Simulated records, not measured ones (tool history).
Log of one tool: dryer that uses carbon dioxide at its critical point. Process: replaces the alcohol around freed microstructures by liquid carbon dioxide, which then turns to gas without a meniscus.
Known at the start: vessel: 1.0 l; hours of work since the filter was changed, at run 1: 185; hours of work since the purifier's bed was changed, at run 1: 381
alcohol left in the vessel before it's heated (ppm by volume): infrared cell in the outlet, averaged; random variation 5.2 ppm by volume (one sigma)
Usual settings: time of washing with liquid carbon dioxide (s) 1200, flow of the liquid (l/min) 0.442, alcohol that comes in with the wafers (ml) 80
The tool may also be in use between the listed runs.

run,hour,time of washing with liquid carbon dioxide (s),flow of the liquid (l/min),alcohol that comes in with the wafers (ml),hours of work since the filter was changed,hours of work since the purifier's bed was changed,alcohol left in the vessel before it's heated (ppm by volume)
1,0,1200,0.442,80,185,381,253
2,19.7,1200,0.442,80,196,392,260
3,43,1200,0.442,80,209,405,275
4,67.5,1200,0.442,80,222,419,287
5,94.6,1200,0.442,80,237,434,303
6,112.9,1200,0.442,80,247,444,292
7,125.3,1200,0.442,80,254,451,308
8,152.3,1200,0.442,80,269,466,316
9,163.8,1200,0.442,80,276,472,320
10,176.2,1200,0.442,80,283,479,343
11,199,960,0.442,80,295,492,842
12,213.4,960,0.442,80,303,500,875
13,225.8,960,0.442,80,310,507,892
14,240.9,960,0.442,80,318,515,919
15,253.5,1200,0.442,42,325,522,257
# hour 266.9: inlet filter changed
16,266.9,1200,0.442,42,0,529,167
17,288.4,1200,0.438,80,12,541,226
18,314.5,1200,0.442,80,26,555,232
19,328,1200,0.442,80,34,563,223
20,351.4,1140,0.442,80,47,576,285
21,375.3,1140,0.442,80,60,589,285
22,402.8,1140,0.442,80,75,604,308
23,430.3,1200,0.442,80,91,619,275
24,453.3,1020,0.442,80,103,632,471
25,469.2,1020,0.442,80,112,641,478
26,489.1,1020,0.442,80,123,652,491
27,512.7,1020,0.442,80,136,665,517
28,537.4,1860,0.481,21,150,679,166
29,563.1,1860,0.665,110,164,693,163
30,578.7,1860,0.665,113,173,702,159
31,602.4,1860,0.665,113,186,715,160
32,616.8,1200,0.29,57,194,723,1313
33,636.7,1200,0.29,57,205,734,1320
34,649.6,720,0.464,57,212,741,1371
35,668.9,1560,0.323,67,223,752,426
36,686.2,840,0.323,67,232,761,3566
37,706.8,840,0.323,67,244,773,3479
38,721.3,900,0.474,80,252,781,800
39,746,720,0.493,80,265,794,1655
40,773.1,720,0.493,80,281,809,1691
41,794.6,1020,0.688,25,292,821,200
42,806.2,1020,0.373,34,299,828,753
43,818.1,1200,0.442,72,305,834,428
44,839.5,840,0.663,25,317,846,234
# hour 866.4: inlet filter changed
45,866.7,1320,0.637,48,0,861,200
46,878,1200,0.471,31,6,867,229

Hidden state or all else? Some run-to-run changes of alcohol left in the vessel before it's heated (ppm by volume), split into what the settings, what came in and random variation would give without the hidden state, and what is left for the hidden state (with any gauge scatter that isn't in both results):
The hidden state here: flow that reaches the vessel past the clogged filter, %; alcohol in the recycled carbon dioxide, ppm; drift of the gauge itself on alcohol_ppm, %.
Run 35 -> 36: time of washing with liquid carbon dioxide (s) 1560 -> 840. alcohol left in the vessel before it's heated (ppm by volume) +3140: hidden state +939, all else +2201.
Run 37 -> 38: time of washing with liquid carbon dioxide (s) 840 -> 900, flow of the liquid (l/min) 0.323 -> 0.474, alcohol that comes in with the wafers (ml) 67 -> 80. alcohol left in the vessel before it's heated (ppm by volume) -2679: hidden state -768, all else -1911.
Run 40 -> 41: time of washing with liquid carbon dioxide (s) 720 -> 1020, flow of the liquid (l/min) 0.493 -> 0.688, alcohol that comes in with the wafers (ml) 80 -> 25. alcohol left in the vessel before it's heated (ppm by volume) -1491: hidden state -684, all else -807.
